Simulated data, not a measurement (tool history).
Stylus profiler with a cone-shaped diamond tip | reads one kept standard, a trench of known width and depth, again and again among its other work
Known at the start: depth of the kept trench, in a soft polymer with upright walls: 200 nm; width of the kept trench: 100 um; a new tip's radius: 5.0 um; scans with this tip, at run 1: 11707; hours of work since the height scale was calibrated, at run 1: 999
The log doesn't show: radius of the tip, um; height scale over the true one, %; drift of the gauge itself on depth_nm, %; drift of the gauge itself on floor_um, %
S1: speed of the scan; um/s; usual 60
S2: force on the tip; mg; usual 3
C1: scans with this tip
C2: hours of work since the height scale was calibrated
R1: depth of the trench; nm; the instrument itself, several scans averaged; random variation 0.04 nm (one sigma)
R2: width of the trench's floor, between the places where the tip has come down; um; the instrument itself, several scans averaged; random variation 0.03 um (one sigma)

| run | hour | S1 | S2 | C1 | C2 | R1 | R2 |
|---|---|---|---|---|---|---|---|
| 1 | 0 | 60 | 3 | 11707 | 999 | 202.13 | 97.05 |
| 2 | 9.2 | 60 | 3 | 11784 | 1006 | 202.07 | 97.09 |
| 3 | 24.6 | 60 | 3 | 11915 | 1017 | 202.05 | 97.01 |
| 4 | 39.1 | 60 | 3 | 12037 | 1028 | 202.11 | 97.06 |
|  | 47 | new tip fitted, height scale calibrated |
| 5 | 54.8 | 43 | 3 | 65 | 6 | 202.09 | 97.11 |
| 6 | 69.4 | 60 | 2.53 | 189 | 16 | 201.85 | 97.09 |
| 7 | 81.4 | 60 | 2.53 | 290 | 25 | 201.86 | 97.11 |
| 8 | 91.2 | 197 | 3 | 373 | 32 | 202.1 | 96.93 |
| 9 | 107.1 | 168 | 3 | 507 | 43 | 202.09 | 96.99 |
| 10 | 122 | 168 | 3 | 633 | 54 | 202.11 | 96.87 |
| 11 | 130.6 | 60 | 3 | 706 | 60 | 202.14 | 97.13 |
| 12 | 139 | 40 | 3 | 776 | 66 | 202.12 | 97.03 |
| 13 | 152.3 | 78 | 3 | 889 | 76 | 202.06 | 97.05 |
| 14 | 161.6 | 78 | 4.69 | 967 | 83 | 202.76 | 97.04 |
| 15 | 176 | 78 | 4.69 | 1088 | 93 | 202.81 | 97.19 |
| 16 | 192.8 | 60 | 3 | 1230 | 105 | 202.14 | 97.08 |
| 17 | 205 | 60 | 3 | 1333 | 114 | 202.18 | 97.1 |
| 18 | 213 | 60 | 3 | 1401 | 120 | 202.01 | 97.08 |
| 19 | 226.3 | 109 | 4.61 | 1513 | 129 | 202.81 | 97.09 |
| 20 | 241.4 | 63 | 3.31 | 1640 | 140 | 202.32 | 97.08 |
| 21 | 252.8 | 157 | 2.25 | 1737 | 148 | 201.74 | 96.87 |
| 22 | 263 | 84 | 1.93 | 1823 | 156 | 201.57 | 96.99 |
| 23 | 274.7 | 236 | 3 | 1921 | 164 | 202.07 | 96.8 |
| 24 | 285.5 | 236 | 3 | 2013 | 172 | 202.17 | 96.81 |
| 25 | 294.3 | 84 | 3 | 2086 | 178 | 202.06 | 97.01 |
| 26 | 307.1 | 167 | 3 | 2195 | 187 | 202.2 | 96.86 |
| 27 | 322.3 | 167 | 3 | 2323 | 198 | 202.12 | 96.93 |
| 28 | 337.7 | 167 | 3 | 2453 | 209 | 202.1 | 96.86 |
| 29 | 347 | 126 | 1.88 | 2532 | 216 | 201.57 | 96.94 |
| 30 | 355.5 | 126 | 1.88 | 2603 | 222 | 201.54 | 96.93 |
| 31 | 364.2 | 22 | 4.13 | 2677 | 229 | 202.61 | 97.15 |
| 32 | 381 | 22 | 4.13 | 2819 | 241 | 202.63 | 97.19 |
| 33 | 392.6 | 83 | 4.13 | 2917 | 249 | 202.55 | 97.07 |
| 34 | 403.3 | 83 | 4.13 | 3007 | 257 | 202.57 | 97.08 |
| 35 | 417.2 | 83 | 4.13 | 3124 | 267 | 202.58 | 97.08 |
| 36 | 425.1 | 83 | 4.13 | 3191 | 272 | 202.68 | 97.07 |

Forecast each of these 3 alternatives for the next run:
| A | 432.1 | 83 | 1.97 | 3250 | 277 | ? | ? |
| B | 432.1 | 44 | 6.85 | 3250 | 277 | ? | ? |
| C | 432.1 | 17 | 3.3 | 3250 | 277 | ? | ? |

| run | R1 | R2 |
|---|---|---|
| A | 201.65 | 96.97 |
| B | 203.63 | 97.16 |
| C | 202.27 | 97.2 |
Without the tool's hidden state the same runs would have given:
| run | R1 | R2 |
|---|---|---|
| A | 201.65 | 96.98 |
| B | 203.63 | 97.16 |
| C | 202.27 | 97.21 |
